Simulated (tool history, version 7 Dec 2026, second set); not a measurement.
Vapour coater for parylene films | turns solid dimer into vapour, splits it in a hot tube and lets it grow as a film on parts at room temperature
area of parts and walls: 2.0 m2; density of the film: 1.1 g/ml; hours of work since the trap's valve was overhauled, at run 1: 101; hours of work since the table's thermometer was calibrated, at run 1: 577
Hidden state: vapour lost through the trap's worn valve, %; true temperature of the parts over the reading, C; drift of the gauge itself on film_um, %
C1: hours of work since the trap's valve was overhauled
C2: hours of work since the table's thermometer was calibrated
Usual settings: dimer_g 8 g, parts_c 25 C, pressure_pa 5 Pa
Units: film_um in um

{"run": 1, "hour": 0.0, "dimer_g": 8, "parts_c": 25, "pressure_pa": 5, "C1": 101, "C2": 577, "film_um": 2.49}
{"run": 2, "hour": 78.5, "dimer_g": 8, "parts_c": 25, "pressure_pa": 5, "C1": 133, "C2": 609, "film_um": 2.51}
{"run": 3, "hour": 137.6, "dimer_g": 8, "parts_c": 25, "pressure_pa": 5, "C1": 157, "C2": 633, "film_um": 2.47}
{"run": 4, "hour": 199.9, "dimer_g": 8, "parts_c": 25, "pressure_pa": 5, "C1": 183, "C2": 659, "film_um": 2.48}
{"run": 5, "hour": 247.4, "dimer_g": 8, "parts_c": 25, "pressure_pa": 5, "C1": 202, "C2": 678, "film_um": 2.48}
{"run": 6, "hour": 317.7, "dimer_g": 8, "parts_c": 25, "pressure_pa": 5, "C1": 231, "C2": 707, "film_um": 2.45}
{"run": 7, "hour": 365.5, "dimer_g": 8, "parts_c": 25, "pressure_pa": 5, "C1": 250, "C2": 726, "film_um": 2.48}
{"run": 8, "hour": 409.3, "dimer_g": 8, "parts_c": 25, "pressure_pa": 5.64, "C1": 268, "C2": 744, "film_um": 2.43}
{"run": 9, "hour": 484.1, "dimer_g": 8, "parts_c": 32, "pressure_pa": 5.64, "C1": 298, "C2": 775, "film_um": 1.79}
{"run": 10, "hour": 535.6, "dimer_g": 8, "parts_c": 25, "pressure_pa": 5, "C1": 319, "C2": 796, "film_um": 2.47}
{"run": 11, "hour": 611.2, "dimer_g": 8, "parts_c": 25, "pressure_pa": 5, "C1": 350, "C2": 826, "film_um": 2.47}
{"run": 12, "hour": 679.3, "dimer_g": 8, "parts_c": 25, "pressure_pa": 5, "C1": 378, "C2": 854, "film_um": 2.45}
{"run": 13, "hour": 731.7, "dimer_g": 8, "parts_c": 25, "pressure_pa": 4.15, "C1": 399, "C2": 876, "film_um": 2.5}
{"run": 14, "hour": 806.5, "dimer_g": 8, "parts_c": 25, "pressure_pa": 4.15, "C1": 430, "C2": 906, "film_um": 2.5}
{"hour": 868.0, "done": "trap's valve overhauled"}
{"run": 15, "hour": 883.8, "dimer_g": 8, "parts_c": 25, "pressure_pa": 4.15, "C1": 6, "C2": 936, "film_um": 2.49}
{"run": 16, "hour": 948.5, "dimer_g": 8, "parts_c": 25, "pressure_pa": 5, "C1": 33, "C2": 962, "film_um": 2.45}
{"hour": 968.2, "done": "table's thermometer calibrated"}
{"run": 17, "hour": 1020.6, "dimer_g": 13, "parts_c": 25, "pressure_pa": 5, "C1": 62, "C2": 21, "film_um": 3.96}
{"run": 18, "hour": 1054.6, "dimer_g": 13, "parts_c": 25, "pressure_pa": 5, "C1": 76, "C2": 35, "film_um": 3.97}
{"run": 19, "hour": 1094.2, "dimer_g": 8, "parts_c": 25, "pressure_pa": 5, "C1": 92, "C2": 51, "film_um": 2.43}
{"run": 20, "hour": 1134.7, "dimer_g": 8, "parts_c": 25, "pressure_pa": 5, "C1": 108, "C2": 68, "film_um": 2.43}
{"run": 21, "hour": 1210.6, "dimer_g": 8, "parts_c": 25, "pressure_pa": 5, "C1": 139, "C2": 99, "film_um": 2.43}
{"run": 22, "hour": 1263.9, "dimer_g": 8, "parts_c": 25, "pressure_pa": 5, "C1": 161, "C2": 121, "film_um": 2.44}
{"run": 23, "hour": 1308.7, "dimer_g": 8, "parts_c": 25, "pressure_pa": 5, "C1": 179, "C2": 139, "film_um": 2.42}
{"hour": 1340.0, "done": "gauge calibrated"}
{"run": 24, "hour": 1360.8, "dimer_g": 4, "parts_c": 25, "pressure_pa": 2.62, "C1": 201, "C2": 160, "film_um": 1.33}
{"run": 25, "hour": 1407.6, "dimer_g": 3, "parts_c": 27, "pressure_pa": 5, "C1": 220, "C2": 179, "film_um": 0.86}
{"run": 26, "hour": 1467.9, "dimer_g": 3, "parts_c": 27, "pressure_pa": 5, "C1": 244, "C2": 204, "film_um": 0.84}
{"run": 27, "hour": 1512.2, "dimer_g": 13, "parts_c": 25, "pressure_pa": 5, "C1": 262, "C2": 222, "film_um": 4.04}
{"run": 28, "hour": 1583.8, "dimer_g": 6, "parts_c": 25, "pressure_pa": 3.4, "C1": 291, "C2": 251, "film_um": 1.93}
{"run": 29, "hour": 1629.5, "dimer_g": 8, "parts_c": 25, "pressure_pa": 2.99, "C1": 310, "C2": 270, "film_um": 2.59}
{"run": 30, "hour": 1706.3, "dimer_g": 8, "parts_c": 35, "pressure_pa": 5, "C1": 341, "C2": 301, "film_um": 1.57}
{"run": 31, "hour": 1761.5, "dimer_g": 13, "parts_c": 30, "pressure_pa": 2.61, "C1": 364, "C2": 324, "film_um": 3.42}
{"run": 32, "hour": 1822.2, "dimer_g": 9, "parts_c": 20, "pressure_pa": 2.61, "C1": 389, "C2": 348, "film_um": 3.67}
{"run": 33, "hour": 1872.6, "dimer_g": 7, "parts_c": 18, "pressure_pa": 6.43, "C1": 409, "C2": 369, "film_um": 2.88}
{"run": 34, "hour": 1905.7, "dimer_g": 5, "parts_c": 31, "pressure_pa": 8.91, "C1": 423, "C2": 382, "film_um": 1.12}
{"run": 35, "hour": 1969.0, "dimer_g": 10, "parts_c": 22, "pressure_pa": 2.53, "C1": 449, "C2": 408, "film_um": 3.75}
{"hour": 1985.4, "done": "trap's valve overhauled"}
{"run": 36, "hour": 2018.5, "dimer_g": 13, "parts_c": 22, "pressure_pa": 7.96, "C1": 14, "C2": 427, "film_um": 4.38}
{"run": 37, "hour": 2066.5, "dimer_g": 9, "parts_c": 23, "pressure_pa": 5, "C1": 33, "C2": 446, "film_um": 3.01}
{"run": 38, "hour": 2142.7, "dimer_g": 13, "parts_c": 25, "pressure_pa": 5.54, "C1": 64, "C2": 477, "film_um": 3.97}
{"run": 39, "hour": 2193.3, "dimer_g": 3, "parts_c": 29, "pressure_pa": 5, "C1": 85, "C2": 498, "film_um": 0.77}
{"run": 40, "hour": 2229.9, "dimer_g": 3, "parts_c": 29, "pressure_pa": 5, "C1": 100, "C2": 513, "film_um": 0.78}
{"run": 41, "hour": 2287.0, "dimer_g": 3, "parts_c": 29, "pressure_pa": 5, "C1": 123, "C2": 536, "film_um": 0.77}
{"run": 42, "hour": 2341.2, "dimer_g": 3, "parts_c": 29, "pressure_pa": 5, "C1": 145, "C2": 558, "film_um": 0.75}
{"run": 43, "hour": 2412.6, "dimer_g": 7, "parts_c": 23, "pressure_pa": 4.54, "C1": 174, "C2": 587, "film_um": 2.35}
{"run": 44, "hour": 2446.2, "dimer_g": 7, "parts_c": 23, "pressure_pa": 4.54, "C1": 188, "C2": 601, "film_um": 2.37}
{"run": 45, "hour": 2527.3, "dimer_g": 4, "parts_c": 23, "pressure_pa": 7.64, "C1": 221, "C2": 634, "film_um": 1.28}
{"run": 46, "hour": 2602.6, "dimer_g": 6, "parts_c": 33, "pressure_pa": 4.99, "C1": 252, "C2": 665, "film_um": 1.29}

How the hidden state differs across the entries between the runs, from the last listed run before each to the first after it:
Between runs 14 and 15: trap's valve overhauled (hour 868)
  vapour lost through the trap's worn valve, %: 0.4 -> 0; drift of the gauge itself on film_um, %: -1.54 -> -1.67
  measured less the result without the state, film_um: -0.05 -> -0.04 um
Between runs 16 and 17: table's thermometer calibrated (hour 968.2)
  vapour lost through the trap's worn valve, %: 0 -> 0.1; true temperature of the parts over the reading, C: -0.03 -> 0.01; drift of the gauge itself on film_um, %: -1.8 -> -1.93
  measured less the result without the state, film_um: -0.05 -> -0.08 um
Between runs 23 and 24: gauge calibrated (hour 1340)
  drift of the gauge itself on film_um, %: -2.48 -> -0.04
  measured less the result without the state, film_um: -0.07 -> +0 um
Between runs 35 and 36: trap's valve overhauled (hour 1985.4)
  vapour lost through the trap's worn valve, %: 0.4 -> 0; drift of the gauge itself on film_um, %: -1.2 -> -1.28
  measured less the result without the state, film_um: -0.06 -> -0.06 um
